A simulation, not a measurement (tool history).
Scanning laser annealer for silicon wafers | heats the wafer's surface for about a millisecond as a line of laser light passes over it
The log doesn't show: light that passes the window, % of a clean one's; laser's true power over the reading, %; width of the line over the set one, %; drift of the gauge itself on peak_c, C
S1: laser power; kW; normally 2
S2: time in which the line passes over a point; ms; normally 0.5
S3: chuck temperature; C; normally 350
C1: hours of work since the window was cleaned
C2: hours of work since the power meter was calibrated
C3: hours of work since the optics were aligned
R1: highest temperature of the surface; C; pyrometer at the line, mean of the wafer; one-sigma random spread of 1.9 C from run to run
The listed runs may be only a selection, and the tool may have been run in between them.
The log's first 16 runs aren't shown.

run 17 day=11.5 | S1=1.773 S2=0.5 S3=350 | C1=528 C2=352 C3=323 | R1=996
run 18 day=12.029 | S1=2 S2=0.5 S3=350 | C1=535 C2=359 C3=330 | R1=1075
run 19 day=12.692 | S1=1.886 S2=0.5 S3=350 | C1=544 C2=367 C3=339 | R1=1037
run 20 day=13.158 | S1=1.886 S2=0.5 S3=350 | C1=550 C2=374 C3=345 | R1=1034
run 21 day=14.279 | S1=1.886 S2=0.5 S3=350 | C1=565 C2=389 C3=360 | R1=1034
run 22 day=15.396 | S1=1.886 S2=0.5 S3=350 | C1=580 C2=404 C3=375 | R1=1033
run 23 day=15.904 | S1=1.72 S2=0.583 S3=350 | C1=587 C2=410 C3=382 | R1=1018
run 24 day=16.371 | S1=1.708 S2=0.524 S3=325 | C1=593 C2=417 C3=388 | R1=958
run 25 day=17.408 | S1=1.767 S2=0.59 S3=366 | C1=607 C2=430 C3=402 | R1=1056
run 26 day=18.238 | S1=1.767 S2=0.59 S3=366 | C1=618 C2=442 C3=413 | R1=1054
run 27 day=18.933 | S1=1.804 S2=0.59 S3=366 | C1=627 C2=451 C3=422 | R1=1071
run 28 day=19.55 | S1=2.017 S2=0.492 S3=350 | C1=635 C2=459 C3=431 | R1=1077
run 29 day=20.638 | S1=2.176 S2=0.6 S3=340 | C1=650 C2=474 C3=445 | R1=1192
run 30 day=21.254 | S1=2.176 S2=0.6 S3=363 | C1=658 C2=482 C3=453 | R1=1217
run 31 day=22.058 | S1=2.176 S2=0.6 S3=363 | C1=669 C2=492 C3=464 | R1=1216
run 32 day=22.529 | S1=1.843 S2=0.605 S3=325 | C1=675 C2=499 C3=470 | R1=1047
run 33 day=23.633 | S1=1.843 S2=0.407 S3=328 | C1=690 C2=514 C3=485 | R1=930
-- day=23.912 window over the wafer cleaned
run 34 day=24.492 | S1=2.036 S2=0.392 S3=315 | C1=8 C2=524 C3=495 | R1=1004
run 35 day=25.433 | S1=1.734 S2=0.405 S3=349 | C1=20 C2=536 C3=508 | R1=936
run 36 day=26.317 | S1=2.052 S2=0.581 S3=327 | C1=32 C2=548 C3=520 | R1=1152
run 37 day=26.925 | S1=2 S2=0.373 S3=389 | C1=40 C2=556 C3=528 | R1=1044
run 38 day=28 | S1=1.939 S2=0.373 S3=373 | C1=55 C2=571 C3=542 | R1=1005
run 39 day=28.75 | S1=1.939 S2=0.373 S3=373 | C1=65 C2=581 C3=552 | R1=1007
run 40 day=29.846 | S1=1.996 S2=0.543 S3=363 | C1=79 C2=595 C3=567 | R1=1138

4 ways to go on from here, each from the tool as it stands after run 40. What would each give?
run A day=30.921 | S1=1.927 S2=0.538 S3=350 | C1=94 C2=610 C3=581 | R1=?
run B day=30.921 | S1=1.816 S2=0.502 S3=362 | C1=94 C2=610 C3=581 | R1=?
run C day=30.921 | S1=2.018 S2=0.412 S3=363 | C1=94 C2=610 C3=581 | R1=?
run D day=30.921 | S1=1.996 S2=0.53 S3=329 | C1=94 C2=610 C3=581 | R1=?

run=A R1=1093
run=B R1=1040
run=C R1=1052
run=D R1=1093
With the hidden condition removed and each run's random variation left untouched, the same runs would have given:
run=A R1=1110
run=B R1=1056
run=C R1=1068
run=D R1=1111
